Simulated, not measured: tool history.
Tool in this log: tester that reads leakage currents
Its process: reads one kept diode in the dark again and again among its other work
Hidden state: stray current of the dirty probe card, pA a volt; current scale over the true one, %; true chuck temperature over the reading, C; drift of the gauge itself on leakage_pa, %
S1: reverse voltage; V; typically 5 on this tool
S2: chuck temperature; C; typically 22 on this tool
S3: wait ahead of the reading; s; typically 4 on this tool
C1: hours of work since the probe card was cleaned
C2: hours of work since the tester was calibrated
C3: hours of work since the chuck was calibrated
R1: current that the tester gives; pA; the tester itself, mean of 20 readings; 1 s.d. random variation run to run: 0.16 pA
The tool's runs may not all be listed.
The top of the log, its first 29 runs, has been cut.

Run 30, hour 877.7: usual settings but S1 3.53 V, S2 35 C, S3 0.85 s; C1 390; C2 709; C3 1411. Result: R1 143.11 pA.
Run 31, hour 915.8: usual settings but S1 1.41 V, S2 42 C, S3 0.85 s; C1 410; C2 729; C3 1431. Result: R1 159.34 pA.
Run 32, hour 947.2: usual settings but S1 1.08 V, S3 4.16 s; C1 427; C2 745; C3 1447. Result: R1 27.25 pA.
Run 33, hour 982.8: usual settings but S1 3.25 V, S2 30 C, S3 7.57 s; C1 445; C2 764; C3 1466. Result: R1 91.58 pA.
Run 34, hour 1004.7: usual settings but S1 3.25 V, S2 30 C, S3 7.57 s; C1 456; C2 775; C3 1477. Result: R1 91.83 pA.
Run 35, hour 1022.8: usual settings but S1 1.27 V, S2 33 C, S3 6.91 s; C1 466; C2 785; C3 1487. Result: R1 74.94 pA.
Run 36, hour 1042.7: usual settings but S1 1.83 V, S2 47 C, S3 1.96 s; C1 476; C2 795; C3 1497. Result: R1 262.41 pA.
Run 37, hour 1061.1: usual settings but S1 1.87 V, S2 48 C, S3 7.82 s; C1 486; C2 804; C3 1507. Result: R1 287.01 pA.

Consider 4 possible next runs. They are alternatives, not a sequence: every one starts from the tool as it was left by run 37. What does each give?
Run A, hour 1081.5: usual settings but S1 13.09 V, S2 48 C, S3 7.82 s; C1 496; C2 815; C3 1517. Result: R1 ?.
Run B, hour 1081.5: usual settings but S1 3.82 V, S2 20 C, S3 7.4 s; C1 496; C2 815; C3 1517. Result: R1 ?.
Run C, hour 1081.5: usual settings but S1 1.57 V, S2 51 C, S3 0.66 s; C1 496; C2 815; C3 1517. Result: R1 ?.
Run D, hour 1081.5: usual settings but S1 4.8 V, S2 48 C, S3 7.82 s; C1 496; C2 815; C3 1517. Result: R1 ?.

run      R1
  A  730.99
  B   42.99
  C  330.52
  D  449.95
With the hidden condition removed and each run's random variation left untouched, the same runs would have given:
run      R1
  A  665.26
  B   37.76
  C   302.3
  D  410.22
